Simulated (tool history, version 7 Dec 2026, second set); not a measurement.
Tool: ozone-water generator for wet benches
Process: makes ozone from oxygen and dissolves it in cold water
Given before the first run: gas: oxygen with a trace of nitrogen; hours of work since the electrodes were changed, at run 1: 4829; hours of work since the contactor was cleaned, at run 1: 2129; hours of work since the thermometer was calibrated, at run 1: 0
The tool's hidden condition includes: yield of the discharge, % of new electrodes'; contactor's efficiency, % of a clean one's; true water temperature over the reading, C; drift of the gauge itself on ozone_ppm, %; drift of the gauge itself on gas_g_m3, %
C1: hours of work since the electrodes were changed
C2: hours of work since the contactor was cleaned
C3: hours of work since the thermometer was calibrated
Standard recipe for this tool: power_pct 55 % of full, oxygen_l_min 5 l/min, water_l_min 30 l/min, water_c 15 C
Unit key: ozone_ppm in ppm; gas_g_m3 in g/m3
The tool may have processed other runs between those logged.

run 1 hour=0 | power_pct=55 oxygen_l_min=5 water_l_min=30 water_c=15 | C1=4829 C2=2129 C3=0 | ozone_ppm=19.4 gas_g_m3=211.6
run 2 hour=102.5 | power_pct=55 oxygen_l_min=5 water_l_min=30 water_c=15 | C1=4896 C2=2195 C3=67 | ozone_ppm=19.3 gas_g_m3=211.1
run 3 hour=309.4 | power_pct=94 oxygen_l_min=5 water_l_min=30 water_c=15 | C1=5030 C2=2330 C3=201 | ozone_ppm=28.9 gas_g_m3=320.1
run 4 hour=488.5 | power_pct=94 oxygen_l_min=5 water_l_min=30 water_c=15 | C1=5146 C2=2446 C3=317 | ozone_ppm=29.3 gas_g_m3=317.2
run 5 hour=677.3 | power_pct=55 oxygen_l_min=5 water_l_min=30 water_c=15 | C1=5269 C2=2569 C3=440 | ozone_ppm=19.2 gas_g_m3=208.8
run 6 hour=826.5 | power_pct=55 oxygen_l_min=5 water_l_min=30 water_c=15 | C1=5366 C2=2666 C3=537 | ozone_ppm=19.3 gas_g_m3=209.1
run 7 hour=1024 | power_pct=55 oxygen_l_min=5 water_l_min=30 water_c=15 | C1=5494 C2=2794 C3=665 | ozone_ppm=19.2 gas_g_m3=207.2
run 8 hour=1160.2 | power_pct=98 oxygen_l_min=5 water_l_min=30 water_c=15 | C1=5583 C2=2883 C3=754 | ozone_ppm=30.7 gas_g_m3=327.2
run 9 hour=1275.9 | power_pct=98 oxygen_l_min=5 water_l_min=24 water_c=15 | C1=5658 C2=2958 C3=829 | ozone_ppm=37.4 gas_g_m3=326.3
run 10 hour=1478.7 | power_pct=98 oxygen_l_min=5 water_l_min=24 water_c=15 | C1=5789 C2=3089 C3=960 | ozone_ppm=36.6 gas_g_m3=326.7
run 11 hour=1589.5 | power_pct=66 oxygen_l_min=5 water_l_min=24 water_c=15 | C1=5861 C2=3161 C3=1033 | ozone_ppm=26.9 gas_g_m3=240.7
run 12 hour=1784.9 | power_pct=55 oxygen_l_min=5 water_l_min=35 water_c=7 | C1=5988 C2=3288 C3=1159 | ozone_ppm=17.5 gas_g_m3=208.2
run 13 hour=1888.4 | power_pct=61 oxygen_l_min=5 water_l_min=44 water_c=7 | C1=6056 C2=3356 C3=1227 | ozone_ppm=15.1 gas_g_m3=224.8
run 14 hour=2034.7 | power_pct=61 oxygen_l_min=5 water_l_min=44 water_c=7 | C1=6151 C2=3451 C3=1322 | ozone_ppm=15.5 gas_g_m3=225.5
run 15 hour=2159.2 | power_pct=61 oxygen_l_min=5 water_l_min=44 water_c=7 | C1=6232 C2=3531 C3=1403 | ozone_ppm=15.4 gas_g_m3=223.6
run 16 hour=2372 | power_pct=55 oxygen_l_min=2.97 water_l_min=30 water_c=10 | C1=6370 C2=3670 C3=1541 | ozone_ppm=17.7 gas_g_m3=267.7
run 17 hour=2585.8 | power_pct=55 oxygen_l_min=2.97 water_l_min=30 water_c=10 | C1=6509 C2=3809 C3=1680 | ozone_ppm=17.4 gas_g_m3=268.2
run 18 hour=2783.2 | power_pct=55 oxygen_l_min=2.97 water_l_min=30 water_c=10 | C1=6637 C2=3937 C3=1808 | ozone_ppm=17.8 gas_g_m3=266.1
-- hour=2827.8 electrodes of the discharge changed
run 19 hour=2944.1 | power_pct=55 oxygen_l_min=2.97 water_l_min=30 water_c=10 | C1=76 C2=4037 C3=1909 | ozone_ppm=17.5 gas_g_m3=267.3

What if the next run were any one of these 5? Each begins from the tool's condition after run 19:
run A hour=3030.6 | power_pct=55 oxygen_l_min=6.61 water_l_min=31 water_c=10 | C1=132 C2=4094 C3=1965 | ozone_ppm=? gas_g_m3=?
run B hour=3030.6 | power_pct=75 oxygen_l_min=2.97 water_l_min=30 water_c=10 | C1=132 C2=4094 C3=1965 | ozone_ppm=? gas_g_m3=?
run C hour=3030.6 | power_pct=55 oxygen_l_min=5 water_l_min=30 water_c=18 | C1=132 C2=4094 C3=1965 | ozone_ppm=? gas_g_m3=?
run D hour=3030.6 | power_pct=65 oxygen_l_min=2.97 water_l_min=30 water_c=9 | C1=132 C2=4094 C3=1965 | ozone_ppm=? gas_g_m3=?
run E hour=3030.6 | power_pct=48 oxygen_l_min=2.97 water_l_min=30 water_c=10 | C1=132 C2=4094 C3=1965 | ozone_ppm=? gas_g_m3=?

run=A ozone_ppm=20.5 gas_g_m3=180.5
run=B ozone_ppm=22.6 gas_g_m3=340.4
run=C ozone_ppm=18.7 gas_g_m3=206.1
run=D ozone_ppm=20 gas_g_m3=303.7
run=E ozone_ppm=15.8 gas_g_m3=243.5
Take away the tool's hidden state, keep each run's random variation, and the runs would have read:
run=A ozone_ppm=20.5 gas_g_m3=183.5
run=B ozone_ppm=22.6 gas_g_m3=346
run=C ozone_ppm=18.7 gas_g_m3=209.5
run=D ozone_ppm=20 gas_g_m3=308.7
run=E ozone_ppm=15.8 gas_g_m3=247.5
